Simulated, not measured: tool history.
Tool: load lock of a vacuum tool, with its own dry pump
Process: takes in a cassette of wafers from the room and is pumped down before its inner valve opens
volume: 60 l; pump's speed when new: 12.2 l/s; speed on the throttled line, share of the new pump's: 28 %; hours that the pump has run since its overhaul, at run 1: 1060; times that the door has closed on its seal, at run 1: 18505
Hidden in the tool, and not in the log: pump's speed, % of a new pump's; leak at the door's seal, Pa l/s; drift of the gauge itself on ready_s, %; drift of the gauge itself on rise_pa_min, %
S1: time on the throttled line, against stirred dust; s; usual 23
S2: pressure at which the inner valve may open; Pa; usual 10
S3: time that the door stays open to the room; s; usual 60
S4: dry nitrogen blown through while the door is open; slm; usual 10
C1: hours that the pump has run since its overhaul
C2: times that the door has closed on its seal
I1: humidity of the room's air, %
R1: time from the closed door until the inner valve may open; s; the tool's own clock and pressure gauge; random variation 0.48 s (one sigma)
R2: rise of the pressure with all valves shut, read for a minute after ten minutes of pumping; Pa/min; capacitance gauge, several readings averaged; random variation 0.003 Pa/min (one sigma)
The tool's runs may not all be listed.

Run 1, hour 0: usual settings; C1 1060; C2 18505; I1 45.2. Result: R1 63.4 s, R2 0.074 Pa/min.
Run 2, hour 119.9: usual settings but S1 15 s; C1 1180; C2 18746; I1 46. Result: R1 57.7 s, R2 0.078 Pa/min.
Run 3, hour 283.9: usual settings but S1 15 s; C1 1344; C2 19076; I1 44.3. Result: R1 58.7 s, R2 0.082 Pa/min.
Run 4, hour 510.5: usual settings but S1 15 s; C1 1570; C2 19532; I1 43.1. Result: R1 58.4 s, R2 0.074 Pa/min.
Run 5, hour 641.1: usual settings but S1 15 s; C1 1701; C2 19795; I1 44.8. Result: R1 58.8 s, R2 0.081 Pa/min.
Run 6, hour 800.2: usual settings but S1 15 s; C1 1860; C2 20115; I1 43.3. Result: R1 58.9 s, R2 0.081 Pa/min.
Run 7, hour 921.3: usual settings but S1 44 s, S2 13 Pa, S3 174 s, S4 20 slm; C1 1981; C2 20358; I1 44.8. Result: R1 77.3 s, R2 0.083 Pa/min.
Run 8, hour 1013.8: usual settings but S1 35 s, S2 16 Pa, S3 168 s, S4 5 slm; C1 2074; C2 20544; I1 43.3. Result: R1 71.7 s, R2 0.098 Pa/min.
Run 9, hour 1211.9: usual settings but S1 17 s, S2 16 Pa, S3 66 s, S4 4 slm; C1 2272; C2 20943; I1 44.3. Result: R1 57.6 s, R2 0.092 Pa/min.
Run 10, hour 1360.2: usual settings but S2 12 Pa; C1 2420; C2 21241; I1 46.1. Result: R1 64 s, R2 0.086 Pa/min.
Run 11, hour 1496.6: usual settings but S2 7 Pa, S3 86 s; C1 2556; C2 21516; I1 46. Result: R1 67.4 s, R2 0.094 Pa/min.
Run 12, hour 1712.3: usual settings but S2 7 Pa, S3 86 s; C1 2772; C2 21950; I1 45.2. Result: R1 66.7 s, R2 0.088 Pa/min.

Forecast each of these 4 alternatives for the next run:
Run A, hour 1921.8: usual settings but S2 7 Pa, S3 86 s, S4 20 slm; C1 2982; C2 22371; I1 45.1. Result: R1 ?, R2 ?.
Run B, hour 1921.8: usual settings but S1 16 s, S2 7 Pa, S3 35 s, S4 8 slm; C1 2982; C2 22371; I1 47.1. Result: R1 ?, R2 ?.
Run C, hour 1921.8: usual settings but S2 7 Pa, S3 209 s; C1 2982; C2 22371; I1 46. Result: R1 ?, R2 ?.
Run D, hour 1921.8: usual settings but S2 7 Pa, S3 38 s, S4 12 slm; C1 2982; C2 22371; I1 45.1. Result: R1 ?, R2 ?.

run    R1     R2
  A  67.2  0.079
  B  63.2  0.086
  C  67.7  0.114
  D  68.2   0.08
Without the tool's hidden state the same runs would have given:
run    R1     R2
  A    64  0.015
  B  59.7  0.023
  C  64.5   0.05
  D    65  0.016
